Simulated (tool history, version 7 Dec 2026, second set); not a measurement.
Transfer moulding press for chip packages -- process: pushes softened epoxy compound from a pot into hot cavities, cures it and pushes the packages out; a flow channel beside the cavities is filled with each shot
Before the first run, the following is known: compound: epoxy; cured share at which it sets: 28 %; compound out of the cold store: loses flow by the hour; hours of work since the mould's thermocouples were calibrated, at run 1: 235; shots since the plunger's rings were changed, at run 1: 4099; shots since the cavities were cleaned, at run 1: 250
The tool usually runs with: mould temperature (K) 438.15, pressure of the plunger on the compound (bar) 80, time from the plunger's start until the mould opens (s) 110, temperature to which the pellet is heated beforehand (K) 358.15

run   hour  mould temperature (K)  pressure of the plunger on the compound (bar)  time from the plunger's start until the mould opens (s)  temperature to which the pellet is heated beforehand (K)  hours of work since the mould's thermocouples were calibrated  shots since the plunger's rings were changed  shots since the cavities were cleaned  incoming compound's hours out of the cold store  length that the compound runs in the flow channel (mm)  greatest force on the pins that push the packages out (N)
  1      0                 438.15                                             80                                                      110                                                    358.15                                                            235                                          4099                                    250                                             35.1                                                     806                                                        361
  2   15.4                 444.15                                             80                                                      110                                                    358.15                                                            241                                          4218                                    369                                             33.3                                                     802                                                        317
  3   30.9                 444.15                                             80                                                      110                                                    358.15                                                            248                                          4337                                    488                                             11.4                                                     962                                                        338
  4   47.9                 438.15                                             80                                                      110                                                    358.15                                                            255                                          4468                                    619                                             15.3                                                     952                                                        456
        66  -- cavities cleaned with cleaning compound and waxed
  5   72.1                 438.15                                             80                                                      110                                                    358.15                                                            265                                          4642                                     47                                             46.4                                                     734                                                        260
  6   93.2                 438.15                                             80                                                      110                                                    361.15                                                            274                                          4805                                    210                                             19.2                                                     918                                                        342
  7  117.3                 438.15                                             80                                                      110                                                    361.15                                                            284                                          4991                                    396                                             14.2                                                     954                                                        409
  8  136.6                 438.15                                             80                                                      110                                                    361.15                                                            292                                          5139                                    544                                             26.7                                                     860                                                        425
  9  148.8                 438.15                                             80                                                      110                                                    361.15                                                            297                                          5233                                    638                                             43.5                                                     745                                                        421
     163.2  -- cavities cleaned with cleaning compound and waxed
 10  176.3                 438.15                                             80                                                      110                                                    358.15                                                            308                                          5433                                    101                                              9.6                                                     987                                                        311
     203.2  -- plunger's sealing rings changed
 11  203.2                 434.15                                             80                                                      110                                                    358.15                                                            318                                             0                                    289                                             37.6                                                     827                                                        463

Run 12 is up next; what results do you expect?
 12   222                 434.15                                             80                                                      110                                                    358.15                                                            326                                           145                                    434                                             23.5                                                       ?                                                          ?

{"run 12": {"length that the compound runs in the flow channel (mm)": 922, "greatest force on the pins that push the packages out (N)": 518}}
Minus the tool's unlogged condition, the same run would have read length that the compound runs in the flow channel (mm) 922, greatest force on the pins that push the packages out (N) 320.

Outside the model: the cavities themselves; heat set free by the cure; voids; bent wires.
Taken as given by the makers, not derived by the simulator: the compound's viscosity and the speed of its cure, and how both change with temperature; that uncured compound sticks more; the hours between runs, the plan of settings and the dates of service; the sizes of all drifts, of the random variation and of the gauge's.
